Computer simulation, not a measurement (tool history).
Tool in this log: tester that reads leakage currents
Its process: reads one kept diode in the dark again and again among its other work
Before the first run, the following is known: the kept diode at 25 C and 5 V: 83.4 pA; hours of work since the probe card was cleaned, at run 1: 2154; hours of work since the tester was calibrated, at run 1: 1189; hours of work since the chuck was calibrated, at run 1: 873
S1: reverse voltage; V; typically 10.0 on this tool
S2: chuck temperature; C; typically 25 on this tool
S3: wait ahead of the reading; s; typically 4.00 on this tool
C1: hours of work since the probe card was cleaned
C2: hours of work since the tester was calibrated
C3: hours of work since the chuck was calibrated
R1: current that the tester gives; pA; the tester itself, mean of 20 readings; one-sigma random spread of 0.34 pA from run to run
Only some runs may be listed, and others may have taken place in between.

{"run": 1, "hour": 0.0, "S1": 10.0, "S2": 25, "S3": 4.0, "C1": 2154, "C2": 1189, "C3": 873, "R1": 126.16}
{"run": 2, "hour": 44.2, "S1": 10.0, "S2": 25, "S3": 4.0, "C1": 2184, "C2": 1219, "C3": 903, "R1": 126.5}
{"run": 3, "hour": 76.7, "S1": 10.0, "S2": 25, "S3": 4.0, "C1": 2206, "C2": 1241, "C3": 925, "R1": 127.76}
{"run": 4, "hour": 133.2, "S1": 10.0, "S2": 25, "S3": 4.0, "C1": 2244, "C2": 1279, "C3": 963, "R1": 128.04}
{"run": 5, "hour": 193.7, "S1": 10.0, "S2": 25, "S3": 0.73, "C1": 2285, "C2": 1320, "C3": 1004, "R1": 129.22}
{"run": 6, "hour": 262.5, "S1": 10.0, "S2": 25, "S3": 4.0, "C1": 2331, "C2": 1366, "C3": 1050, "R1": 127.45}
{"run": 7, "hour": 304.7, "S1": 10.0, "S2": 25, "S3": 4.0, "C1": 2359, "C2": 1394, "C3": 1079, "R1": 127.3}
{"run": 8, "hour": 336.8, "S1": 10.0, "S2": 40, "S3": 4.0, "C1": 2381, "C2": 1416, "C3": 1100, "R1": 361.47}
{"run": 9, "hour": 403.0, "S1": 10.0, "S2": 40, "S3": 4.0, "C1": 2426, "C2": 1460, "C3": 1145, "R1": 362.56}
{"run": 10, "hour": 457.5, "S1": 10.0, "S2": 40, "S3": 4.0, "C1": 2462, "C2": 1497, "C3": 1181, "R1": 361.62}
{"run": 11, "hour": 487.0, "S1": 2.7, "S2": 25, "S3": 6.3, "C1": 2482, "C2": 1517, "C3": 1201, "R1": 67.65}
{"run": 12, "hour": 523.4, "S1": 2.7, "S2": 23, "S3": 7.43, "C1": 2507, "C2": 1541, "C3": 1226, "R1": 58.3}
{"hour": 571.9, "done": "probe card cleaned and baked"}
{"run": 13, "hour": 575.4, "S1": 2.7, "S2": 23, "S3": 7.43, "C1": 2, "C2": 1574, "C3": 1259, "R1": 51.47}
{"run": 14, "hour": 606.9, "S1": 2.7, "S2": 23, "S3": 7.43, "C1": 24, "C2": 1596, "C3": 1280, "R1": 51.42}
{"run": 15, "hour": 665.7, "S1": 2.7, "S2": 23, "S3": 7.43, "C1": 63, "C2": 1635, "C3": 1320, "R1": 51.82}
{"run": 16, "hour": 736.6, "S1": 2.7, "S2": 23, "S3": 7.43, "C1": 111, "C2": 1683, "C3": 1367, "R1": 51.69}
{"run": 17, "hour": 782.7, "S1": 2.7, "S2": 57, "S3": 3.37, "C1": 142, "C2": 1714, "C3": 1398, "R1": 669.62}

Run 18, settings as shown, results not yet in. Your forecast:
{"run": 18, "hour": 823.6, "S1": 6.0, "S2": 23, "S3": 0.79, "C1": 169, "C2": 1742, "C3": 1426, "R1": "?"}

Run 18 gave R1 72.85 pA.
With no hidden state in the tool, this same run would have given R1 77.55 pA.
